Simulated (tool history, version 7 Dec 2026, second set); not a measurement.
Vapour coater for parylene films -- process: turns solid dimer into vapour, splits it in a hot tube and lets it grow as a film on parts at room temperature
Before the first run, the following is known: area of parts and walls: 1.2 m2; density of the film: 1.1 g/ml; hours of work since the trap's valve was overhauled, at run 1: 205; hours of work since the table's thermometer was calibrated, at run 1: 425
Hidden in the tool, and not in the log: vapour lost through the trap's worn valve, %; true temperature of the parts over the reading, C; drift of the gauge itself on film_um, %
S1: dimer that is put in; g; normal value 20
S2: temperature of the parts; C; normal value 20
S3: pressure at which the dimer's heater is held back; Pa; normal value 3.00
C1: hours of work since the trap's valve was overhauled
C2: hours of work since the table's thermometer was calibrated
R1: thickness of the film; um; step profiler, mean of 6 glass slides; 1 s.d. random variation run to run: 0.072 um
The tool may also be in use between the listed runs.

run   hour  S1  S2    S3   C1   C2     R1
  1    0.0  20  20  3.00  205  425   8.08
  2   10.8  20  20  3.00  210  430   8.13
  3   22.0  20  20  3.00  215  435   8.03
  4   41.8  20  20  3.00  224  444   8.02
  5   55.0  20  20  3.00  230  450   7.98
  6   77.0  24  20  3.00  240  460   9.56
  7   96.1  20  20  7.91  249  469   7.17
  8  111.5  20  20  7.91  256  476   7.12
  9  122.7  20  20  7.91  261  481   7.18
 10  137.9  20  20  3.00  268  488   7.81
 11  159.2   9  20  3.00  278  498   3.52
 12  174.3   9  20  3.00  285  505   3.55
 13  196.7  20  20  3.71  295  515   7.59
 14  209.6  10  20  3.00  301  521   3.87
 15  219.9  10  20  3.00  306  525   3.86
 16  230.9  10  20  3.00  311  531   3.91
 17  244.6  17  23  3.08  317  537   6.09
 18  264.3  17  23  3.08  326  546   6.11
 19  277.3  17  23  3.08  332  552   6.03
 20  290.4  28  16  3.89  338  558  11.43
 21  307.7  28  16  3.89  346  566  11.51
     318.0  -- trap's valve overhauled
 22  324.8  10  12  5.17    3  572   4.95
 23  342.4  10  12  5.17   11  580   4.86

Below, some changes in R1 between adjacent runs. For each, the amount present without the hidden state too (settings, incoming material, random variation) and the amount remaining for the hidden state with gauge scatter not shared by both compared results:
Run 19 -> 20: S1 17 -> 28, S2 23 -> 16, S3 3.08 -> 3.89. R1 +5.40 um: hidden state -0.70, all else +6.10.
Run 21 -> 22: S1 28 -> 10, S2 16 -> 12, S3 3.89 -> 5.17, trap's valve overhauled. R1 -6.56 um: hidden state +1.54, all else -8.10.
